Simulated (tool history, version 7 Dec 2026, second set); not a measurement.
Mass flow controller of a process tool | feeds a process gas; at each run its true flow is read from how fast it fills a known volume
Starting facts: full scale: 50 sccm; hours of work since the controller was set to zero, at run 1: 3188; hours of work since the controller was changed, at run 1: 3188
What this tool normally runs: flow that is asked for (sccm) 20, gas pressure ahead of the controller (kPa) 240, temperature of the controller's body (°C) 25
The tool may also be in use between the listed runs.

| run | hour | flow that is asked for (sccm) | gas pressure ahead of the controller (kPa) | temperature of the controller's body (°C) | hours of work since the controller was set to zero | hours of work since the controller was changed | true flow (%) |
|---|---|---|---|---|---|---|---|
| 1 | 0.0 | 20 | 240 | 25 | 3188 | 3188 | 100.67 |
| 2 | 154.4 | 20 | 240 | 25 | 3268 | 3268 | 100.64 |
| 3 | 365.1 | 20 | 240 | 25 | 3376 | 3376 | 100.70 |
| 4 | 509.3 | 20 | 240 | 25 | 3450 | 3450 | 100.68 |
| 5 | 755.2 | 9 | 240 | 25 | 3577 | 3577 | 99.53 |
| 6 | 984.2 | 9 | 240 | 25 | 3695 | 3695 | 99.63 |
| 7 | 1239.1 | 6 | 240 | 33 | 3826 | 3826 | 99.49 |
| 8 | 1367.9 | 20 | 251 | 35 | 3892 | 3892 | 102.16 |
| 9 | 1591.8 | 20 | 251 | 35 | 4008 | 4008 | 102.14 |
| 10 | 1756.0 | 14 | 162 | 23 | 4092 | 4092 | 99.82 |
| 11 | 1963.2 | 14 | 249 | 23 | 4199 | 4199 | 100.17 |

What if the next run were any one of these 3? Each begins from the tool's condition after run 11:
| A | 2102.3 | 22 | 268 | 25 | 4271 | 4271 | ? |
| B | 2102.3 | 20 | 264 | 30 | 4271 | 4271 | ? |
| C | 2102.3 | 32 | 162 | 23 | 4271 | 4271 | ? |

| run | true flow (%) |
|---|---|
| A | 101.19 |
| B | 101.46 |
| C | 100.71 |
With the hidden condition removed and each run's random variation left untouched, the same runs would have given:
| run | true flow (%) |
|---|---|
| A | 100.13 |
| B | 100.49 |
| C | 99.37 |
